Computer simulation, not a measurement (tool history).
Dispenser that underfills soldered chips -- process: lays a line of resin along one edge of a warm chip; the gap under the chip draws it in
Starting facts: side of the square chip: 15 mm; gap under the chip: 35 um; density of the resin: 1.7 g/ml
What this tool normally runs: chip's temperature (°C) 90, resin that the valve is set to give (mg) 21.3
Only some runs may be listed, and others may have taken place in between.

run,day,chip's temperature (°C),resin that the valve is set to give (mg),time until the resin shows at the far edge (s),resin that the valve gave (mg)
1,0,90,21.3,573.6,20.56
# day 0.054: new syringe of resin
2,0.125,90,21.3,469.2,20.51
3,0.321,90,21.3,561.4,20.44
# day 0.4: new syringe of resin
4,0.542,90,21.3,504.7,20.42
# day 0.688: dispensing valve cleaned and set on the balance
# day 0.788: new syringe of resin
5,0.788,90,21.3,454.4,21.31
6,1.046,90,21.3,551.5,21.17
# day 1.154: new syringe of resin
7,1.225,90,21.3,463.1,21.13
8,1.375,90,21.3,536.8,21.11
# day 1.521: new syringe of resin
9,1.642,90,21.3,507.8,21.05
# day 1.879: new syringe of resin
10,1.929,90,21.3,451.7,20.99
11,2.112,90,21.3,540.7,21.12
# day 2.238: new syringe of resin
12,2.242,90,21.3,462.5,20.99
13,2.521,90,21.3,565.3,21.01
# day 2.583: new syringe of resin
14,2.775,90,21.3,535.9,20.91
# day 2.938: new syringe of resin
15,2.938,90,21.3,441.6,20.94
16,3.204,90,21.3,550.7,20.91
# day 3.288: new syringe of resin
17,3.371,90,21.3,491.2,20.81
18,3.612,90,21.3,577.7,20.85
# day 3.642: new syringe of resin
19,3.892,101,21.3,413,20.67
# day 3.996: new syringe of resin
20,4.017,97,22.2,375.7,21.63
21,4.154,104,20.2,352.6,19.73
22,4.283,100,23.5,435.9,22.93
# day 4.354: new syringe of resin
23,4.529,86,18.6,601.3,18.06
# day 4.7: new syringe of resin
24,4.783,86,18.6,564.8,18
25,4.946,87,26.9,581.9,26.17
# day 5.054: new syringe of resin
26,5.104,94,26.3,420.6,25.45
27,5.262,94,26.3,477.1,25.27
# day 5.4: new syringe of resin
28,5.479,88,18.6,528,17.97
# day 5.758: new syringe of resin
29,5.767,88,18.6,493.1,17.95
30,5.925,88,18.6,561.4,17.9

For run 31, what comes out?
# day 6.108: new syringe of resin
31,6.154,81,24.7,?,?

{"run 31": {"time until the resin shows at the far edge (s)": 607.1, "resin that the valve gave (mg)": 23.62}}
With the hidden condition absent and the run-to-run variation left alone, this run would have shown time until the resin shows at the far edge (s) 557.7, resin that the valve gave (mg) 24.61.
